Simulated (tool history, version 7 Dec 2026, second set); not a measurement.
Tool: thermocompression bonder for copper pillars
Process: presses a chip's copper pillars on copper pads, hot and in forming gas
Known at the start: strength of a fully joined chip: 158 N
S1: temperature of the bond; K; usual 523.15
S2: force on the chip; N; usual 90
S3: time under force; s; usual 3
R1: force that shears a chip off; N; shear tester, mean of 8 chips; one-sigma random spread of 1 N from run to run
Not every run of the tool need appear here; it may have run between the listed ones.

{"run": 1, "hour": 0.0, "S1": 523.15, "S2": 90, "S3": 3, "R1": 96.9}
{"run": 2, "hour": 90.9, "S1": 523.15, "S2": 90, "S3": 3, "R1": 94.7}
{"hour": 105.7, "done": "heater calibrated with a thermocouple chip"}
{"run": 3, "hour": 145.3, "S1": 523.15, "S2": 90, "S3": 3, "R1": 105.1}
{"run": 4, "hour": 237.2, "S1": 523.15, "S2": 90, "S3": 3, "R1": 105.5}
{"run": 5, "hour": 303.1, "S1": 523.15, "S2": 90, "S3": 3, "R1": 101.4}
{"run": 6, "hour": 391.5, "S1": 523.15, "S2": 90, "S3": 3, "R1": 102.2}
{"run": 7, "hour": 455.7, "S1": 523.15, "S2": 90, "S3": 3, "R1": 100.4}
{"run": 8, "hour": 531.2, "S1": 523.15, "S2": 90, "S3": 3, "R1": 99.9}
{"run": 9, "hour": 586.3, "S1": 523.15, "S2": 86, "S3": 3, "R1": 93.4}
{"hour": 641.1, "done": "forming gas filter changed"}
{"run": 10, "hour": 641.1, "S1": 523.15, "S2": 86, "S3": 3, "R1": 98.3}
{"run": 11, "hour": 739.4, "S1": 523.15, "S2": 90, "S3": 9, "R1": 128.6}
{"run": 12, "hour": 781.6, "S1": 523.15, "S2": 55, "S3": 9, "R1": 87.9}
{"run": 13, "hour": 835.9, "S1": 523.15, "S2": 55, "S3": 9, "R1": 89.2}
{"hour": 886.1, "done": "heater calibrated with a thermocouple chip"}
{"run": 14, "hour": 910.6, "S1": 523.15, "S2": 55, "S3": 5, "R1": 79.8}
{"run": 15, "hour": 977.5, "S1": 523.15, "S2": 90, "S3": 3, "R1": 104.6}
{"run": 16, "hour": 1072.4, "S1": 523.15, "S2": 82, "S3": 3, "R1": 96.4}
{"hour": 1112.5, "done": "force cell calibrated"}
{"run": 17, "hour": 1158.9, "S1": 537.15, "S2": 82, "S3": 3, "R1": 108.5}
{"run": 18, "hour": 1228.5, "S1": 537.15, "S2": 82, "S3": 5, "R1": 121.9}
{"hour": 1286.1, "done": "forming gas filter changed"}
{"run": 19, "hour": 1286.1, "S1": 537.15, "S2": 82, "S3": 5, "R1": 123.3}
{"run": 20, "hour": 1376.0, "S1": 512.15, "S2": 106, "S3": 5, "R1": 120.8}
{"run": 21, "hour": 1423.2, "S1": 521.15, "S2": 57, "S3": 3, "R1": 64}
{"run": 22, "hour": 1516.2, "S1": 511.15, "S2": 90, "S3": 3, "R1": 89.9}
{"run": 23, "hour": 1563.2, "S1": 511.15, "S2": 90, "S3": 3, "R1": 87.1}
{"hour": 1647.4, "done": "force cell calibrated, once more"}
{"run": 24, "hour": 1665.8, "S1": 542.15, "S2": 82, "S3": 3, "R1": 101.3}
{"hour": 1672.7, "done": "heater calibrated with a thermocouple chip"}
{"run": 25, "hour": 1728.5, "S1": 542.15, "S2": 82, "S3": 3, "R1": 111.6}
{"run": 26, "hour": 1805.1, "S1": 511.15, "S2": 82, "S3": 2, "R1": 69.9}
{"run": 27, "hour": 1904.0, "S1": 511.15, "S2": 82, "S3": 2, "R1": 68.9}
{"hour": 1934.9, "done": "forming gas filter changed"}
{"run": 28, "hour": 1974.2, "S1": 511.15, "S2": 82, "S3": 2, "R1": 70.7}
{"run": 29, "hour": 2024.7, "S1": 530.15, "S2": 61, "S3": 6, "R1": 92.3}
{"run": 30, "hour": 2066.7, "S1": 530.15, "S2": 61, "S3": 6, "R1": 93.8}
{"run": 31, "hour": 2138.9, "S1": 530.15, "S2": 61, "S3": 6, "R1": 91.1}
{"run": 32, "hour": 2227.1, "S1": 519.15, "S2": 54, "S3": 3, "R1": 53.9}
{"run": 33, "hour": 2315.9, "S1": 521.15, "S2": 70, "S3": 2, "R1": 63.1}
{"run": 34, "hour": 2379.5, "S1": 502.15, "S2": 87, "S3": 2, "R1": 61.8}
{"hour": 2459.9, "done": "heater calibrated with a thermocouple chip"}
{"run": 35, "hour": 2476.7, "S1": 502.15, "S2": 129, "S3": 2, "R1": 100.8}
{"run": 36, "hour": 2526.9, "S1": 502.15, "S2": 129, "S3": 2, "R1": 98.8}
{"hour": 2579.1, "done": "forming gas filter changed"}
{"run": 37, "hour": 2608.3, "S1": 502.15, "S2": 129, "S3": 2, "R1": 102.9}
{"run": 38, "hour": 2696.6, "S1": 520.15, "S2": 59, "S3": 2, "R1": 56.6}

Alternative continuations, all from the tool just after run 38; predict every row:
{"run": "A", "hour": 2779.3, "S1": 520.15, "S2": 59, "S3": 6, "R1": "?"}
{"run": "B", "hour": 2779.3, "S1": 496.15, "S2": 75, "S3": 8, "R1": "?"}
{"run": "C", "hour": 2779.3, "S1": 520.15, "S2": 89, "S3": 3, "R1": "?"}

run=A R1=83.6
run=B R1=88.2
run=C R1=96.8
Take away the tool's hidden state, keep each run's random variation, and the runs would have read:
run=A R1=86.6
run=B R1=91.6
run=C R1=100
